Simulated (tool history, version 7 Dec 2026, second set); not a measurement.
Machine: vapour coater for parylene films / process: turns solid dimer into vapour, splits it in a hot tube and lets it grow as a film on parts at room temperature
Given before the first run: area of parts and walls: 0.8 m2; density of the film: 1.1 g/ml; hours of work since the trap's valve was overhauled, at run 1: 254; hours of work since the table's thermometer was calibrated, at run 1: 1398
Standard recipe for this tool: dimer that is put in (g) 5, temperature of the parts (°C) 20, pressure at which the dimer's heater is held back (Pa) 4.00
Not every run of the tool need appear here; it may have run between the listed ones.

run,hour,dimer that is put in (g),temperature of the parts (°C),pressure at which the dimer's heater is held back (Pa),hours of work since the trap's valve was overhauled,hours of work since the table's thermometer was calibrated,thickness of the film (µm)
1,0.0,5,20,4.00,254,1398,2.32
2,37.3,5,20,4.00,279,1424,2.34
3,74.0,5,20,4.00,305,1449,2.24
4,114.7,5,20,5.20,333,1477,2.10
# hour 154.4: trap's valve overhauled
5,177.0,5,20,5.20,16,1518,2.41
6,208.8,5,20,5.20,38,1540,2.42
7,238.3,3,13,7.34,58,1560,1.69
8,270.4,8,20,5.11,80,1583,3.82
9,324.9,3,13,2.35,118,1620,1.99
10,370.7,8,29,2.56,150,1652,3.03
11,404.8,8,29,2.56,174,1676,3.03

Run 12 has not been measured yet. What should we expect?
12,453.5,8,12,2.56,207,1710,?

{"run 12": {"thickness of the film (µm)": 5.17}}
Were there no unlogged condition in the tool, this run, its random variation unchanged, would have produced thickness of the film (µm) 5.95.
